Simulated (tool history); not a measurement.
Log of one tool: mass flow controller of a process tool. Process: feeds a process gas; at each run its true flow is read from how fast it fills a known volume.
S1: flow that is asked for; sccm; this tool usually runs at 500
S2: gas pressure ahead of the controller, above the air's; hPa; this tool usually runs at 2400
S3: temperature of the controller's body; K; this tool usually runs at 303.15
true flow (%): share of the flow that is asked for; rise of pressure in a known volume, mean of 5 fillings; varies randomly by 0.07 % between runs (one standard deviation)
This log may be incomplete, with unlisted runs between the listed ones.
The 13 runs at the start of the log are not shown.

run 14 hour=757.6 | S1=500 S2=2400 S3=303.15 | true_flow_(%)=99.97
run 15 hour=820.5 | S1=942 S2=2400 S3=303.15 | true_flow_(%)=100.74
run 16 hour=895.1 | S1=942 S2=2400 S3=303.15 | true_flow_(%)=100.86
run 17 hour=948.1 | S1=500 S2=2400 S3=293.15 | true_flow_(%)=99.79
run 18 hour=1011.2 | S1=500 S2=2400 S3=293.15 | true_flow_(%)=99.71
run 19 hour=1067.4 | S1=500 S2=1590 S3=293.15 | true_flow_(%)=99.52
run 20 hour=1125.0 | S1=500 S2=1590 S3=293.15 | true_flow_(%)=99.62
run 21 hour=1174.6 | S1=445 S2=2320 S3=298.15 | true_flow_(%)=100.03
run 22 hour=1217.0 | S1=267 S2=2690 S3=300.15 | true_flow_(%)=100.12
run 23 hour=1262.4 | S1=267 S2=2690 S3=300.15 | true_flow_(%)=100.19
-- hour=1268.2 controller's zero set anew
run 24 hour=1317.5 | S1=819 S2=2400 S3=299.15 | true_flow_(%)=100.75
run 25 hour=1361.6 | S1=560 S2=2330 S3=303.15 | true_flow_(%)=100.56
-- hour=1397.1 controller's zero set anew, once more
run 26 hour=1397.1 | S1=500 S2=2400 S3=304.15 | true_flow_(%)=99.86
run 27 hour=1457.1 | S1=500 S2=2400 S3=306.15 | true_flow_(%)=99.86
run 28 hour=1498.4 | S1=500 S2=2400 S3=306.15 | true_flow_(%)=99.82
run 29 hour=1538.7 | S1=369 S2=2400 S3=297.15 | true_flow_(%)=99.33
run 30 hour=1604.5 | S1=369 S2=2400 S3=297.15 | true_flow_(%)=99.40
run 31 hour=1674.8 | S1=369 S2=2400 S3=297.15 | true_flow_(%)=99.39
run 32 hour=1734.1 | S1=243 S2=1770 S3=297.15 | true_flow_(%)=99.12
run 33 hour=1780.5 | S1=243 S2=1770 S3=293.15 | true_flow_(%)=98.87
run 34 hour=1847.5 | S1=500 S2=2400 S3=301.15 | true_flow_(%)=99.90
run 35 hour=1909.4 | S1=500 S2=2400 S3=301.15 | true_flow_(%)=99.86
run 36 hour=1946.5 | S1=500 S2=2400 S3=301.15 | true_flow_(%)=99.79

What will run 37 give?
run 37 hour=1993.0 | S1=829 S2=2400 S3=303.15 | true_flow_(%)=?

true flow (%): 100.69
The same run, on a tool lacking any hidden state, would have yielded true flow (%) 100.00.

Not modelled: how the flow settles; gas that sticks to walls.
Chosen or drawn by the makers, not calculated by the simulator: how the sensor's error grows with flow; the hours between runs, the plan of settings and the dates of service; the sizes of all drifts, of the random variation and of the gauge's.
